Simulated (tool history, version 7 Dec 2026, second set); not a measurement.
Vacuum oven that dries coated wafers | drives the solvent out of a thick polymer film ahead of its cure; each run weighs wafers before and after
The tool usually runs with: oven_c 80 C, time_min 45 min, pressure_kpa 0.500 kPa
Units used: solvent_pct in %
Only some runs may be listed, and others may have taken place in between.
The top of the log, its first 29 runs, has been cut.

Run 30, hour 460.7: usual settings but oven_c 86 C, time_min 35 min. Result: solvent_pct 1.24 %.
Run 31, hour 474.6: usual settings but oven_c 85 C, time_min 39 min, pressure_kpa 0.335 kPa. Result: solvent_pct 1.10 %.
Run 32, hour 497.1: usual settings but oven_c 92 C, time_min 32 min, pressure_kpa 0.297 kPa. Result: solvent_pct 0.51 %.
Run 33, hour 519.8: usual settings but oven_c 78 C, time_min 52 min, pressure_kpa 0.762 kPa. Result: solvent_pct 1.88 %.
Run 34, hour 531.5: usual settings but oven_c 78 C, time_min 52 min, pressure_kpa 0.762 kPa. Result: solvent_pct 1.86 %.
Run 35, hour 553.6: usual settings but oven_c 79 C, time_min 57 min, pressure_kpa 0.726 kPa. Result: solvent_pct 1.32 %.
Run 36, hour 575.4: usual settings but oven_c 88 C, time_min 28 min, pressure_kpa 0.301 kPa. Result: solvent_pct 1.47 %.
Run 37, hour 589.7: usual settings but oven_c 70 C, time_min 28 min, pressure_kpa 0.361 kPa. Result: solvent_pct 8.36 %.
Run 38, hour 603.0: usual settings but oven_c 68 C, time_min 28 min, pressure_kpa 0.825 kPa. Result: solvent_pct 9.34 %.
Run 39, hour 624.9: usual settings but oven_c 71 C, time_min 29 min. Result: solvent_pct 7.75 %.
Run 40, hour 646.1: usual settings but oven_c 68 C, time_min 48 min, pressure_kpa 1.589 kPa. Result: solvent_pct 6.40 %.
Run 41, hour 658.1: usual settings but oven_c 68 C, time_min 33 min, pressure_kpa 1.589 kPa. Result: solvent_pct 8.75 %.
Run 42, hour 678.6: usual settings but oven_c 68 C, time_min 33 min, pressure_kpa 1.589 kPa. Result: solvent_pct 8.74 %.
Run 43, hour 697.1: usual settings but oven_c 77 C, time_min 33 min, pressure_kpa 0.314 kPa. Result: solvent_pct 4.05 %.
Run 44, hour 715.8: usual settings but oven_c 77 C, time_min 33 min, pressure_kpa 0.314 kPa. Result: solvent_pct 4.09 %.
Run 45, hour 738.4: usual settings but oven_c 77 C, time_min 33 min, pressure_kpa 0.314 kPa. Result: solvent_pct 4.03 %.
At hour 747.9: oven's thermocouples calibrated.
Run 46, hour 756.3: usual settings but oven_c 77 C, time_min 33 min, pressure_kpa 0.314 kPa. Result: solvent_pct 5.58 %.

4 ways to go on from here, each from the tool as it stands after run 46. What would each give?
Run A, hour 774.2: usual settings but oven_c 77 C, time_min 39 min, pressure_kpa 0.451 kPa. Result: solvent_pct ?.
Run B, hour 774.2: usual settings but oven_c 83 C, time_min 70 min, pressure_kpa 1.214 kPa. Result: solvent_pct ?.
Run C, hour 774.2: usual settings. Result: solvent_pct ?.
Run D, hour 774.2: usual settings but time_min 31 min, pressure_kpa 1.221 kPa. Result: solvent_pct ?.

run  solvent_pct
  A         4.56
  B         1.00
  C         2.73
  D         4.94
With no hidden state in the tool, these same runs would have given:
run  solvent_pct
  A         4.20
  B         0.79
  C         2.42
  D         4.60
